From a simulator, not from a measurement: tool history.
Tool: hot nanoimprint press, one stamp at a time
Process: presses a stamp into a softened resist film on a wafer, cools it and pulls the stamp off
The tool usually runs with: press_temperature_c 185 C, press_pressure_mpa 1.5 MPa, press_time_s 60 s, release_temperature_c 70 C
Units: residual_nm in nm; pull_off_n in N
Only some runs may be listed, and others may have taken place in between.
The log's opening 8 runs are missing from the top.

| run | hour | press_temperature_c | press_pressure_mpa | press_time_s | release_temperature_c | hours of work since the thermocouple was calibrated | imprints on the stamp's release coat | hours of work since the press's seals were changed | residual_nm | pull_off_n |
|---|---|---|---|---|---|---|---|---|---|---|
| 9 | 379.9 | 179 | 1.5 | 60 | 70 | 85 | 1385 | 717 | 154.1 | 192 |
| 10 | 412.9 | 179 | 1.5 | 60 | 70 | 101 | 1506 | 732 | 154.4 | 185 |
|  | 457.3 | stamp cleaned and given a new release coat |
| 11 | 478.9 | 179 | 1.5 | 60 | 70 | 129 | 80 | 761 | 152.5 | 143 |
|  | 500.5 | plate thermocouple calibrated, once more |
| 12 | 524.2 | 179 | 1.5 | 60 | 70 | 11 | 235 | 781 | 162.1 | 161 |
| 13 | 553.7 | 179 | 1.5 | 60 | 70 | 25 | 343 | 795 | 163.3 | 159 |
| 14 | 582.7 | 179 | 1.5 | 60 | 70 | 39 | 450 | 809 | 165.1 | 161 |
| 15 | 648.9 | 179 | 1.5 | 60 | 70 | 71 | 693 | 840 | 162.8 | 162 |
| 16 | 720.6 | 179 | 1.5 | 60 | 70 | 105 | 957 | 874 | 160.8 | 171 |
| 17 | 773.5 | 176 | 1.5 | 35 | 64 | 130 | 1151 | 899 | 205.7 | 199 |
| 18 | 821.6 | 176 | 1.5 | 35 | 64 | 153 | 1328 | 922 | 207 | 198 |

What will run 19 give?
| 19 | 857.4 | 185 | 1.5 | 78 | 71 | 170 | 1459 | 939 | ? | ? |

residual_nm: 117.7 nm
pull_off_n: 192 N
Minus the tool's unlogged condition, the same run would have read residual_nm 118.3 nm, pull_off_n 151 N.

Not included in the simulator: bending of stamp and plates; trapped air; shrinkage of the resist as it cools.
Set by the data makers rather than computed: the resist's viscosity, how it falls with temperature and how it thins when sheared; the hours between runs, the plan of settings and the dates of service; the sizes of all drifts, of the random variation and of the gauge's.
